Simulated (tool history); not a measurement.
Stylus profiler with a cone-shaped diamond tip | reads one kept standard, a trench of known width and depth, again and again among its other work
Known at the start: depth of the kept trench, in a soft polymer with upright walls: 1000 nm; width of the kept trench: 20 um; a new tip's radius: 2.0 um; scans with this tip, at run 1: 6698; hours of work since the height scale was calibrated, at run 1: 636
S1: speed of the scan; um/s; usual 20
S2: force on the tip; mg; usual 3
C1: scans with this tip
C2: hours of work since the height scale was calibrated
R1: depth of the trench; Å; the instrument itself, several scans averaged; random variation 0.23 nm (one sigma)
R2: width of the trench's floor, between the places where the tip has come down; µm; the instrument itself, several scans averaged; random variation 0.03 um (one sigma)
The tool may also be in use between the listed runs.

run 1 hour=0 | S1=20 S2=3 | C1=6698 C2=636 | R1=10145.6 R2=14.56
run 2 hour=30.5 | S1=20 S2=3 | C1=6878 C2=653 | R1=10148.5 R2=14.58
run 3 hour=64.9 | S1=20 S2=3 | C1=7080 C2=672 | R1=10142.8 R2=14.51
run 4 hour=90.2 | S1=20 S2=3 | C1=7229 C2=687 | R1=10144.8 R2=14.51
run 5 hour=129.7 | S1=20 S2=3 | C1=7462 C2=709 | R1=10146.8 R2=14.48
run 6 hour=173.7 | S1=20 S2=3 | C1=7721 C2=733 | R1=10141.8 R2=14.34
run 7 hour=206.6 | S1=7 S2=3 | C1=7915 C2=752 | R1=10142.3 R2=14.35
run 8 hour=249.2 | S1=20 S2=3.69 | C1=8165 C2=775 | R1=10165.2 R2=14.28
run 9 hour=272.6 | S1=20 S2=3 | C1=8303 C2=789 | R1=10141.8 R2=14.22
run 10 hour=301.7 | S1=20 S2=3 | C1=8475 C2=805 | R1=10142.1 R2=14.22
-- hour=325.1 height scale calibrated on a step standard
run 11 hour=352 | S1=20 S2=3 | C1=8768 C2=15 | R1=10177 R2=14.16
run 12 hour=396.4 | S1=67 S2=1.62 | C1=9029 C2=40 | R1=10114.5 R2=13.91
run 13 hour=435.2 | S1=67 S2=1.62 | C1=9258 C2=62 | R1=10114.5 R2=13.89
run 14 hour=470.6 | S1=7 S2=3.67 | C1=9467 C2=81 | R1=10200.5 R2=14
run 15 hour=495.9 | S1=17 S2=8.13 | C1=9615 C2=96 | R1=10339.5 R2=14.07
run 16 hour=521.8 | S1=23 S2=1.39 | C1=9768 C2=110 | R1=10099.3 R2=13.97
run 17 hour=557.8 | S1=23 S2=1.39 | C1=9980 C2=130 | R1=10100.4 R2=13.9
run 18 hour=589.2 | S1=13 S2=1.46 | C1=10165 C2=148 | R1=10102.5 R2=13.91
run 19 hour=627.3 | S1=5 S2=2.48 | C1=10390 C2=169 | R1=10148.6 R2=13.88
run 20 hour=649 | S1=48 S2=7.07 | C1=10517 C2=181 | R1=10305.7 R2=13.85
run 21 hour=687.1 | S1=67 S2=7.98 | C1=10741 C2=202 | R1=10334.3 R2=13.69
run 22 hour=725.5 | S1=47 S2=4.4 | C1=10968 C2=224 | R1=10221.4 R2=13.63

Hidden state at the last listed run before each entry between runs and at the first one after, where it differs:
Between runs 10 and 11: height scale calibrated on a step standard (hour 325.1)
  radius of the tip, um: 4.62 -> 4.71; height scale over the true one, %: -0.347 -> 0.008
  measured less the result without the state, R1: -35.3 -> +0.8 Å; R2: -2.27 -> -2.34 µm
